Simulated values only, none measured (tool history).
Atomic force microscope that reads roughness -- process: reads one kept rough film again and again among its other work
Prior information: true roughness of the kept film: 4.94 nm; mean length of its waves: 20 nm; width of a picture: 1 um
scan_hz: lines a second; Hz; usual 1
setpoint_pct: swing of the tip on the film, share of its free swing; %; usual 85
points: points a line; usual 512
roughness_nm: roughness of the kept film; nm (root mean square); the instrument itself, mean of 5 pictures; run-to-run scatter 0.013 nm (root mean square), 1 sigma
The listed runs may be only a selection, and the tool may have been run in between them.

Run 1, day 0: usual settings. Result: roughness_nm 3.049 nm (root mean square).
Run 2, day 0.775: usual settings. Result: roughness_nm 3.027 nm (root mean square).
Run 3, day 1.579: usual settings but setpoint_pct 81 %. Result: roughness_nm 3.068 nm (root mean square).
At day 1.775: new tip fitted.
Run 4, day 2.717: usual settings but setpoint_pct 71 %. Result: roughness_nm 3.133 nm (root mean square).
Run 5, day 3.458: usual settings but setpoint_pct 74 %. Result: roughness_nm 3.128 nm (root mean square).
At day 3.6: new tip fitted.
Run 6, day 4.733: usual settings but setpoint_pct 74 %. Result: roughness_nm 3.15 nm (root mean square).
At day 5.396: new tip fitted.
Run 7, day 5.608: usual settings but setpoint_pct 74 %. Result: roughness_nm 3.155 nm (root mean square).
Run 8, day 6.662: usual settings. Result: roughness_nm 3.021 nm (root mean square).
At day 7.175: new tip fitted.
Run 9, day 7.962: usual settings. Result: roughness_nm 2.992 nm (root mean square).
Run 10, day 8.742: usual settings but scan_hz 0.79 Hz. Result: roughness_nm 3.085 nm (root mean square).
At day 8.971: new tip fitted.
Run 11, day 10.158: usual settings but scan_hz 0.79 Hz. Result: roughness_nm 3.08 nm (root mean square).
At day 10.788: new tip fitted.
Run 12, day 11.633: usual settings but scan_hz 1.36 Hz. Result: roughness_nm 2.943 nm (root mean square).
Run 13, day 12.296: usual settings but scan_hz 0.67 Hz. Result: roughness_nm 3.115 nm (root mean square).
At day 12.579: new tip fitted.
Run 14, day 12.925: usual settings but scan_hz 0.67 Hz. Result: roughness_nm 3.084 nm (root mean square).
Run 15, day 14.008: usual settings but scan_hz 0.67 Hz. Result: roughness_nm 3.106 nm (root mean square).
At day 14.371: new tip fitted.
Run 16, day 14.775: usual settings but scan_hz 0.67 Hz. Result: roughness_nm 3.122 nm (root mean square).
At day 16.217: new tip fitted.
Run 17, day 16.304: usual settings. Result: roughness_nm 3.035 nm (root mean square).
Run 18, day 17.375: usual settings. Result: roughness_nm 3.025 nm (root mean square).
At day 18.012: new tip fitted.
Run 19, day 18.142: usual settings. Result: roughness_nm 3.024 nm (root mean square).
Run 20, day 18.988: usual settings. Result: roughness_nm 3.028 nm (root mean square).
At day 19.779: new tip fitted.
Run 21, day 19.904: usual settings but points 405. Result: roughness_nm 3.021 nm (root mean square).
Run 22, day 20.558: usual settings but points 405. Result: roughness_nm 3.006 nm (root mean square).
Run 23, day 21.404: usual settings. Result: roughness_nm 3.032 nm (root mean square).
At day 21.571: new tip fitted.
Run 24, day 22.804: usual settings. Result: roughness_nm 3.02 nm (root mean square).
At day 23.342: new tip fitted.
Run 25, day 23.942: usual settings but scan_hz 1.2 Hz, setpoint_pct 79 %, points 756. Result: roughness_nm 3.052 nm (root mean square).
Run 26, day 24.988: usual settings but scan_hz 1.2 Hz, setpoint_pct 79 %, points 756. Result: roughness_nm 3.074 nm (root mean square).
At day 25.092: new tip fitted.
Run 27, day 25.708: usual settings but scan_hz 1.2 Hz, setpoint_pct 79 %, points 756. Result: roughness_nm 3.072 nm (root mean square).
At day 26.892: new tip fitted.
Run 28, day 27.212: usual settings but scan_hz 1.2 Hz, setpoint_pct 79 %, points 756. Result: roughness_nm 3.065 nm (root mean square).
Run 29, day 28.3: usual settings but scan_hz 1.2 Hz, setpoint_pct 79 %, points 424. Result: roughness_nm 3.03 nm (root mean square).
At day 28.704: new tip fitted.
Run 30, day 29.717: usual settings but scan_hz 1.53 Hz, setpoint_pct 67 %. Result: roughness_nm 3.125 nm (root mean square).
Run 31, day 30.375: usual settings but scan_hz 1.53 Hz, setpoint_pct 67 %. Result: roughness_nm 3.072 nm (root mean square).
At day 30.5: new tip fitted.
Run 32, day 31.596: usual settings but scan_hz 1.53 Hz, setpoint_pct 67 %. Result: roughness_nm 3.086 nm (root mean square).
At day 32.238: new tip fitted.
Run 33, day 32.3: usual settings but scan_hz 1.53 Hz, setpoint_pct 67 %. Result: roughness_nm 3.133 nm (root mean square).
Run 34, day 33.342: usual settings but scan_hz 2.05 Hz, setpoint_pct 65 %, points 796. Result: roughness_nm 3.106 nm (root mean square).
At day 33.983: new tip fitted.
Run 35, day 34.004: usual settings but scan_hz 0.72 Hz, setpoint_pct 65 %, points 457. Result: roughness_nm 3.197 nm (root mean square).
Run 36, day 35.067: usual settings but scan_hz 0.71 Hz, setpoint_pct 57 %, points 860. Result: roughness_nm 3.221 nm (root mean square).
At day 35.754: new tip fitted.
Run 37, day 36.271: usual settings but scan_hz 0.57 Hz, setpoint_pct 82 %, points 376. Result: roughness_nm 3.123 nm (root mean square).
At day 37.521: new tip fitted.
Run 38, day 37.75: usual settings but scan_hz 0.7 Hz, setpoint_pct 62 %, points 671. Result: roughness_nm 3.237 nm (root mean square).
Run 39, day 39.121: usual settings but points 542. Result: roughness_nm 3.05 nm (root mean square).
At day 39.333: new tip fitted.
Run 40, day 40.604: usual settings but scan_hz 1.81 Hz, points 509. Result: roughness_nm 2.827 nm (root mean square).
At day 41.146: new tip fitted.
Run 41, day 41.925: usual settings but scan_hz 1.46 Hz, setpoint_pct 62 %, points 825. Result: roughness_nm 3.194 nm (root mean square).
At day 42.908: new tip fitted.
Run 42, day 43.096: usual settings but scan_hz 3.44 Hz, points 745. Result: roughness_nm 2.563 nm (root mean square).
Run 43, day 43.733: usual settings but scan_hz 1.35 Hz, setpoint_pct 59 %, points 358. Result: roughness_nm 3.131 nm (root mean square).
Run 44, day 44.433: usual settings but scan_hz 0.51 Hz, setpoint_pct 67 %, points 311. Result: roughness_nm 3.163 nm (root mean square).
At day 44.688: new tip fitted.
Run 45, day 45.467: usual settings. Result: roughness_nm 3.026 nm (root mean square).
At day 46.525: new tip fitted.
Run 46, day 46.792: usual settings. Result: roughness_nm 3.017 nm (root mean square).
Run 47, day 47.733: usual settings. Result: roughness_nm 3.035 nm (root mean square).

4 options for the next run, each taken on its own from the tool as it stands now. Forecast them:
At day 48.275: new tip fitted.
Run A, day 48.646: usual settings but scan_hz 0.66 Hz, setpoint_pct 73 %, points 641. Result: roughness_nm ?.
At day 48.275: new tip fitted.
Run B, day 48.646: usual settings but scan_hz 3.76 Hz, setpoint_pct 58 %, points 686. Result: roughness_nm ?.
At day 48.275: new tip fitted.
Run C, day 48.646: usual settings but scan_hz 0.63 Hz, setpoint_pct 87 %, points 819. Result: roughness_nm ?.
At day 48.275: new tip fitted.
Run D, day 48.646: usual settings but points 908. Result: roughness_nm ?.

run  roughness_nm
  A           3.2
  B         3.086
  C         3.125
  D         3.032
With the hidden condition removed and each run's random variation left untouched, the same runs would have given:
run  roughness_nm
  A         3.201
  B         3.088
  C         3.127
  D         3.034
